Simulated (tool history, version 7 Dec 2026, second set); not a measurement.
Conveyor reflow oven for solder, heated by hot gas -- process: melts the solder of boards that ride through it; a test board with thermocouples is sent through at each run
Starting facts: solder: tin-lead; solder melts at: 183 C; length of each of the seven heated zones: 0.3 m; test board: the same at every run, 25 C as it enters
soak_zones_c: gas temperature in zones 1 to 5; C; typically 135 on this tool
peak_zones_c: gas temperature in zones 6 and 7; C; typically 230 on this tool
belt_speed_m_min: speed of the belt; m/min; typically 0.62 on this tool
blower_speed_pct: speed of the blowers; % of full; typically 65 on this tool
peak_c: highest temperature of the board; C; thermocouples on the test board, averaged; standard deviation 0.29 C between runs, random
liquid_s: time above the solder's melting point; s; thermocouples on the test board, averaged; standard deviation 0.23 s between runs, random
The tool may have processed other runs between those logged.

run	day	soak_zones_c	peak_zones_c	belt_speed_m_min	blower_speed_pct	peak_c	liquid_s
1	0	135	230	0.62	65	211.2	37.8
2	1.65	135	230	0.501	65	218.2	54
3	5.429	135	230	0.62	65	210.1	37.5
4	7.133	141	230	0.62	65	211.9	40.3
5	9.429	135	230	0.62	65	210.1	37.1
6	13.608	135	241	0.62	65	222.9	45.5
7	15.962	135	241	0.62	65	222.5	45.8
8	19.725	135	241	0.62	65	222.2	45.6
9	22.438	135	241	0.613	65	221.2	46.1
10	25.554	135	241	0.613	65	221.8	45.7
11	28.912	135	243	0.62	65	223.2	45.8
12	31.188	135	243	0.62	65	222.5	45.3
13	33.346	135	243	0.62	65	222.9	45.3
14	35.133	135	230	0.62	64	211.4	38.1
15	37.4	135	230	0.62	86	217.1	42.8
16	40.546	135	225	0.62	83	212.1	39.7
17	42.529	135	225	0.62	83	214.9	41.9
18	45.371	135	244	0.619	83	231.1	50.6
19	49.375	135	244	0.619	83	231.1	51
20	51.908	135	244	0.632	83	230.3	49.1
21	55.329	135	219	0.657	65	202.4	29.3
22	57.142	135	219	0.657	65	202.2	28.4
23	61.054	142	245	0.657	65	225	46.5
24	63.729	135	224	0.595	58	207.3	36.6
25	67.033	135	224	0.595	58	206.8	36.4
26	70.746	127	242	0.595	68	223.4	46.4
27	74.838	127	242	0.72	68	214.5	33.3
28	77.883	121	230	0.68	69	206.7	28.4
29	81.025	128	230	0.73	58	199.8	21.4

Put back what was entered between runs (4 entries, withheld): which listed runs does each sit between, and how does the hidden state differ from the listed run before to the listed run after?
Runs 5 to 6: flux residue cleaned out of gas plates and filters (day 9.912)
  heat that the gas passes to the board, % of a clean oven's: 87.3 -> 97.7; belt's true speed, % of the reading: 99.42 -> 99.38; true gas temperature in zones 6 and 7 over the reading, C: 2.68 -> 2.83
  measured minus no-state result, peak_c: -0.9 -> +2.1 C; liquid_s: -1 -> +1.4 s
Runs 16 to 17: flux residue cleaned out of gas plates and filters (day 41.788)
  heat that the gas passes to the board, % of a clean oven's: 87.3 -> 99; belt's true speed, % of the reading: 99.11 -> 99.09; true gas temperature in zones 6 and 7 over the reading, C: 3.84 -> 3.91
  measured minus no-state result, peak_c: +0.1 -> +3.4 C; liquid_s: -0.4 -> +2.5 s
Runs 26 to 27: thermocouples of zones 6 and 7 changed (day 71.175); flux residue cleaned out of gas plates and filters (day 73.483)
  heat that the gas passes to the board, % of a clean oven's: 87.8 -> 99.1; belt's true speed, % of the reading: 98.8 -> 98.76; true gas temperature in zones 6 and 7 over the reading, C: 4.97 -> -0.09
  measured minus no-state result, peak_c: +1.2 -> +0.2 C; liquid_s: +0.9 -> +0.6 s
